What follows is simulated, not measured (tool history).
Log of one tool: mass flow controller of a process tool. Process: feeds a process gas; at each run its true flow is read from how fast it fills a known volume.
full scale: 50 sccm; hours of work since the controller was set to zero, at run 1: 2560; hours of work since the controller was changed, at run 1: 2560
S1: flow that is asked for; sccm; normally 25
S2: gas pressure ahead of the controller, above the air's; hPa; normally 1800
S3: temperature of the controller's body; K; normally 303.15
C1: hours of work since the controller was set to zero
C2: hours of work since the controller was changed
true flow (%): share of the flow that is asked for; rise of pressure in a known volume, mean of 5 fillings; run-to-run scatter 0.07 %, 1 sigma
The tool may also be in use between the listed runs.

run 1 hour=0.0 | S1=25 S2=1800 S3=303.15 | C1=2560 C2=2560 | true_flow_(%)=100.21
run 2 hour=70.8 | S1=25 S2=1800 S3=303.15 | C1=2599 C2=2599 | true_flow_(%)=100.21
run 3 hour=186.5 | S1=25 S2=1800 S3=303.15 | C1=2665 C2=2665 | true_flow_(%)=100.32
run 4 hour=313.9 | S1=25 S2=1800 S3=303.15 | C1=2736 C2=2736 | true_flow_(%)=100.47
run 5 hour=381.5 | S1=25 S2=2270 S3=303.15 | C1=2774 C2=2774 | true_flow_(%)=100.78
run 6 hour=513.1 | S1=25 S2=1550 S3=303.15 | C1=2848 C2=2848 | true_flow_(%)=100.34
run 7 hour=592.9 | S1=25 S2=1800 S3=303.15 | C1=2893 C2=2893 | true_flow_(%)=100.48
run 8 hour=708.3 | S1=25 S2=1800 S3=303.15 | C1=2958 C2=2958 | true_flow_(%)=100.51
run 9 hour=842.2 | S1=25 S2=1800 S3=303.15 | C1=3033 C2=3033 | true_flow_(%)=100.61
run 10 hour=959.0 | S1=25 S2=2370 S3=303.15 | C1=3099 C2=3099 | true_flow_(%)=100.96
run 11 hour=1027.5 | S1=25 S2=2370 S3=303.15 | C1=3137 C2=3137 | true_flow_(%)=100.82
run 12 hour=1104.3 | S1=25 S2=2370 S3=303.15 | C1=3180 C2=3180 | true_flow_(%)=101.07
run 13 hour=1195.2 | S1=25 S2=2370 S3=303.15 | C1=3231 C2=3231 | true_flow_(%)=101.10
run 14 hour=1296.4 | S1=8 S2=1680 S3=296.15 | C1=3288 C2=3288 | true_flow_(%)=104.60
run 15 hour=1371.0 | S1=8 S2=2010 S3=296.15 | C1=3330 C2=3330 | true_flow_(%)=104.93
run 16 hour=1456.1 | S1=10 S2=2410 S3=308.15 | C1=3378 C2=3378 | true_flow_(%)=103.26
run 17 hour=1561.3 | S1=27 S2=1910 S3=303.15 | C1=3437 C2=3437 | true_flow_(%)=101.03
run 18 hour=1638.2 | S1=10 S2=1840 S3=305.15 | C1=3480 C2=3480 | true_flow_(%)=103.35
run 19 hour=1744.7 | S1=25 S2=2370 S3=309.15 | C1=3540 C2=3540 | true_flow_(%)=100.92
run 20 hour=1806.4 | S1=25 S2=2050 S3=300.15 | C1=3575 C2=3575 | true_flow_(%)=101.27
run 21 hour=1890.4 | S1=25 S2=2050 S3=300.15 | C1=3622 C2=3622 | true_flow_(%)=101.36
run 22 hour=2021.3 | S1=25 S2=2050 S3=300.15 | C1=3696 C2=3696 | true_flow_(%)=101.34
run 23 hour=2130.2 | S1=48 S2=2420 S3=303.15 | C1=3757 C2=3757 | true_flow_(%)=101.78
run 24 hour=2197.3 | S1=16 S2=1970 S3=303.15 | C1=3795 C2=3795 | true_flow_(%)=102.00
run 25 hour=2323.9 | S1=16 S2=1710 S3=303.15 | C1=3866 C2=3866 | true_flow_(%)=102.16

Below, each run's measurement less what the same run would have read without the hidden state. Both values contain the same run-to-run variation, but the gauge's scatter may not be the same in both:
Unlogged tool condition in this case: flow at rest that the sensor doesn't see, % of full scale; true flow over the shown one, %; drift of the gauge itself on true_pct, %.
run=1 true_flow_(%)=+2.11
run=2 true_flow_(%)=+2.14
run=3 true_flow_(%)=+2.19
run=4 true_flow_(%)=+2.25
run=5 true_flow_(%)=+2.29
run=6 true_flow_(%)=+2.34
run=7 true_flow_(%)=+2.38
run=8 true_flow_(%)=+2.42
run=9 true_flow_(%)=+2.49
run=10 true_flow_(%)=+2.53
run=11 true_flow_(%)=+2.56
run=12 true_flow_(%)=+2.60
run=13 true_flow_(%)=+2.64
run=14 true_flow_(%)=+7.28
run=15 true_flow_(%)=+7.38
run=16 true_flow_(%)=+6.09
run=17 true_flow_(%)=+2.64
run=18 true_flow_(%)=+6.25
run=19 true_flow_(%)=+2.88
run=20 true_flow_(%)=+2.90
run=21 true_flow_(%)=+2.94
run=22 true_flow_(%)=+3.00
run=23 true_flow_(%)=+1.87
run=24 true_flow_(%)=+4.47
run=25 true_flow_(%)=+4.55
